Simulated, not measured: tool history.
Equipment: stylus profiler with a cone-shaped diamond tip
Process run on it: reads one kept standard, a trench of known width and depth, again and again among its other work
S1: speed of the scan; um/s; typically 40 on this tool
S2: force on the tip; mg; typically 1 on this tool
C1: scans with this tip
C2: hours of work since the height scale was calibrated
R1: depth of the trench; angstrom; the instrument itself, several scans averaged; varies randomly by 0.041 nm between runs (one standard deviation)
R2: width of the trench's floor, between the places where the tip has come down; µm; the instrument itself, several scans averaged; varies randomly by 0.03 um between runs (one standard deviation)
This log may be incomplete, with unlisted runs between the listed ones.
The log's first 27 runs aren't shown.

Run 28, day 20.542: usual settings but S1 19 um/s; C1 4319; C2 694. Result: R1 1005.9 angstrom, R2 48.39 µm.
Run 29, day 21.558: usual settings but S1 28 um/s, S2 0.53 mg; C1 4390; C2 706. Result: R1 1002.6 angstrom, R2 48.19 µm.
Run 30, day 22.596: usual settings but S1 29 um/s, S2 2.99 mg; C1 4464; C2 718. Result: R1 1013.2 angstrom, R2 48.38 µm.
Run 31, day 23.271: usual settings but S1 16 um/s, S2 0.81 mg; C1 4511; C2 725. Result: R1 1004.6 angstrom, R2 48.32 µm.
Run 32, day 24.233: usual settings but S1 16 um/s, S2 0.81 mg; C1 4579; C2 736. Result: R1 1004.9 angstrom, R2 48.35 µm.
Run 33, day 24.812: usual settings but S1 46 um/s, S2 0.37 mg; C1 4620; C2 743. Result: R1 1002.1 angstrom, R2 48.03 µm.
Run 34, day 25.408: usual settings but S1 17 um/s; C1 4662; C2 749. Result: R1 1005.6 angstrom, R2 48.36 µm.
Run 35, day 26.129: usual settings but S1 17 um/s; C1 4713; C2 758. Result: R1 1005.3 angstrom, R2 48.34 µm.
Run 36, day 27.121: usual settings but S1 18 um/s, S2 0.69 mg; C1 4783; C2 769. Result: R1 1003.9 angstrom, R2 48.33 µm.

Here are 4 independent what-if runs from the current tool condition. What would each one return?
Run A, day 28.154: usual settings but S1 12 um/s, S2 1.71 mg; C1 4856; C2 781. Result: R1 ?, R2 ?.
Run B, day 28.154: usual settings but S1 48 um/s, S2 0.93 mg; C1 4856; C2 781. Result: R1 ?, R2 ?.
Run C, day 28.154: usual settings but S1 74 um/s, S2 1.35 mg; C1 4856; C2 781. Result: R1 ?, R2 ?.
Run D, day 28.154: usual settings but S1 15 um/s, S2 2.85 mg; C1 4856; C2 781. Result: R1 ?, R2 ?.

run      R1     R2
  A  1008.2  48.47
  B  1005.5   48.2
  C  1006.9  48.13
  D  1012.3  48.41
The same runs, with their run-to-run variation unchanged, on a tool lacking any hidden condition would have given:
run      R1     R2
  A    1010  48.61
  B  1007.2  48.34
  C  1008.6  48.27
  D    1014  48.55
